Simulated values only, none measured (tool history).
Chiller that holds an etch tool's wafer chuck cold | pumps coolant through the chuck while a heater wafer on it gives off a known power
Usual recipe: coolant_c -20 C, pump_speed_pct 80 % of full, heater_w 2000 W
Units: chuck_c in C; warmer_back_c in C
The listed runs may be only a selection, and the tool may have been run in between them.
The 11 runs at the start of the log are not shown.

run    hour  coolant_c  pump_speed_pct  heater_w  hours since the coolant was changed and the channels were flushed  hours since the pump was overhauled  hours since the chiller's thermometer was calibrated  chuck_c  warmer_back_c
 12   985.2        -24              80      2000                                                               6709                                 3062                                                  3593     -3.6            7.2
 13  1112.1        -20              80      2000                                                               6836                                 3189                                                  3720      0.5           7.24
 14    1173        -18              80      2000                                                               6897                                 3250                                                  3781      2.6           7.18
 15  1297.8        -20              80      2165                                                               7022                                 3375                                                  3905      2.3            7.8
 16  1404.9        -20              80      2165                                                               7129                                 3482                                                  4013      2.1           7.79
 17  1478.7        -18              76      1363                                                               7203                                 3556                                                  4086     -3.5           5.05
 18  1550.2        -18              76      1363                                                               7274                                 3627                                                  4158     -3.5           4.97
 19  1667.7        -22              89      1883                                                               7392                                 3745                                                  4275     -4.5           5.95
     1752.7  -- coolant changed, channels flushed
     1774.2  -- gauge calibrated
 20  1786.1        -22              89      1883                                                                 33                                 3857                                                  4388     -4.3           6.36
 21  1880.2        -22              89      1883                                                                127                                 3951                                                  4482     -4.2           6.24
 22    2007        -28              80      2000                                                                254                                 4078                                                  4609     -7.5           7.41
 23    2093        -28              80      2000                                                                340                                 4164                                                  4695     -7.6           7.35
 24  2193.1        -12              80      2000                                                                440                                 4264                                                  4795      8.5           7.37
 25  2276.9        -29              76      2000                                                                524                                 4348                                                  4879     -7.6           7.76
 26  2371.7        -29              76      2000                                                                619                                 4443                                                  4973     -7.5           7.69
 27  2434.3        -24              96      1243                                                                682                                 4505                                                  5036    -13.1           3.72
 28  2505.1        -24              60      1529                                                                752                                 4576                                                  5107     -4.1           7.47
 29  2584.9        -26              81      2264                                                                832                                 4656                                                  5187     -3.2           8.14
       2640  -- chiller's thermometer calibrated
 30    2640        -26              87      1885                                                                886                                 4710                                                     0       -8           6.27
 31  2746.1        -26              87      2152                                                                992                                 4816                                                   106     -5.5           7.11

Below are 4 alternative next runs, each starting from the tool's condition after run 31. Predict each:
  A  2830.2        -28              63      1599                                                               1077                                 4900                                                   190        ?              ?
  B  2830.2        -12              79      1371                                                               1077                                 4900                                                   190        ?              ?
  C  2830.2        -26              87      1803                                                               1077                                 4900                                                   190        ?              ?
  D  2830.2        -20              80      1596                                                               1077                                 4900                                                   190        ?              ?

run  chuck_c  warmer_back_c
  A       -8           7.33
  B      2.3           4.96
  C     -8.8           5.97
  D     -3.7           5.77
Without the tool's unlogged condition, the same runs would have read:
run  chuck_c  warmer_back_c
  A       -8           7.53
  B      2.3           5.16
  C     -8.8           6.17
  D     -3.7           5.97
